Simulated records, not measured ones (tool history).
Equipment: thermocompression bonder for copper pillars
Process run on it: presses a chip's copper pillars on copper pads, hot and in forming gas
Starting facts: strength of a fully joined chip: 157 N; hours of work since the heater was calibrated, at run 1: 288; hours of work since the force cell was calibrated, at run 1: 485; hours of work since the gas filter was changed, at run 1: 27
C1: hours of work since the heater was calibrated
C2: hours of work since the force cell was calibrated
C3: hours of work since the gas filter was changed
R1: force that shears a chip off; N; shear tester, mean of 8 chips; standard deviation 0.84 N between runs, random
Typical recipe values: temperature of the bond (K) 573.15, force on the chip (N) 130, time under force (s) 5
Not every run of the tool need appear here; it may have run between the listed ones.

Run 1, hour 0: usual settings; C1 288; C2 485; C3 27. Result: R1 62.9 N.
Run 2, hour 59.8: usual settings; C1 335; C2 532; C3 75. Result: R1 60.8 N.
Run 3, hour 99.6: usual settings; C1 367; C2 564; C3 107. Result: R1 58.9 N.
Run 4, hour 138.7: usual settings; C1 398; C2 595; C3 138. Result: R1 59.3 N.
Run 5, hour 189.6: usual settings; C1 438; C2 635; C3 178. Result: R1 56.8 N.
Run 6, hour 232.4: usual settings; C1 472; C2 669; C3 212. Result: R1 54.5 N.
Run 7, hour 286.9: usual settings; C1 516; C2 713; C3 255. Result: R1 54.4 N.
At hour 296: forming gas filter changed.
Run 8, hour 329.5: usual settings; C1 549; C2 746; C3 27. Result: R1 58.5 N.
Run 9, hour 383.7: usual settings; C1 592; C2 789; C3 70. Result: R1 56.3 N.
Run 10, hour 433.3: usual settings; C1 632; C2 828; C3 109. Result: R1 58.5 N.
Run 11, hour 470.3: usual settings but temperature of the bond (K) 544.15, force on the chip (N) 128; C1 661; C2 858; C3 138. Result: R1 37.7 N.

Run 12, settings as shown, results not yet in. Your forecast:
Run 12, hour 531.2: usual settings but temperature of the bond (K) 581.15, force on the chip (N) 165, time under force (s) 7; C1 709; C2 906; C3 187. Result: R1 ?.

Run 12 yielded R1 75.1 N.
Without the tool's hidden state the same run would have given R1 91.6 N.
